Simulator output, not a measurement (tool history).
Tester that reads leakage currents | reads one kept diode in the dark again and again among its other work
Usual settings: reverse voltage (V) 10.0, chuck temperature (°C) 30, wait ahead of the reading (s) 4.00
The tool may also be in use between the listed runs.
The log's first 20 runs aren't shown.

run	hour	reverse voltage (V)	chuck temperature (°C)	wait ahead of the reading (s)	hours of work since the probe card was cleaned	hours of work since the tester was calibrated	hours of work since the chuck was calibrated	current that the tester gives (pA)
21	1830.8	2.1	30	4.00	71	2022	1921	179.34
22	1937.2	2.1	30	4.00	137	2088	1987	178.36
# hour 1993.0: tester calibrated
23	2021.9	10.1	53	4.00	189	18	2039	1794.26
24	2135.7	18.0	52	1.90	259	88	2109	2103.09
25	2218.1	3.2	28	1.90	310	140	2160	178.04
26	2295.0	3.2	50	1.90	358	187	2208	914.34
27	2388.4	10.0	21	4.00	416	245	2266	161.60
# hour 2431.5: chuck's temperature calibrated
28	2443.2	3.6	44	4.00	449	278	7	693.56
29	2530.3	10.0	48	8.20	503	332	61	1386.52
30	2644.4	1.3	40	7.66	573	403	132	343.62
31	2756.2	13.9	36	0.81	643	472	201	675.10
32	2819.6	10.0	43	1.38	682	511	241	975.07
33	2917.4	14.2	59	0.31	743	572	301	3358.72
34	2985.6	12.0	59	0.35	785	614	344	3128.92
35	3097.4	9.4	34	6.62	854	684	413	487.78
36	3199.8	1.6	54	6.62	918	747	476	983.38
37	3260.3	8.3	37	3.91	955	784	514	576.16
38	3319.7	16.4	37	3.73	992	821	551	766.80
39	3418.5	19.4	23	0.41	1053	883	612	301.97
40	3471.0	19.4	23	0.41	1086	915	645	301.63

3 ways to go on from here, each from the tool as it stands after run 40. What would each give?
A	3540.0	19.4	23	0.41	1129	958	687	?
B	3540.0	17.7	26	0.41	1129	958	687	?
C	3540.0	3.6	28	0.41	1129	958	687	?

run	current that the tester gives (pA)
A	302.26
B	361.15
C	208.32
Without the tool's hidden state the same runs would have given:
run	current that the tester gives (pA)
A	286.41
B	348.78
C	209.44

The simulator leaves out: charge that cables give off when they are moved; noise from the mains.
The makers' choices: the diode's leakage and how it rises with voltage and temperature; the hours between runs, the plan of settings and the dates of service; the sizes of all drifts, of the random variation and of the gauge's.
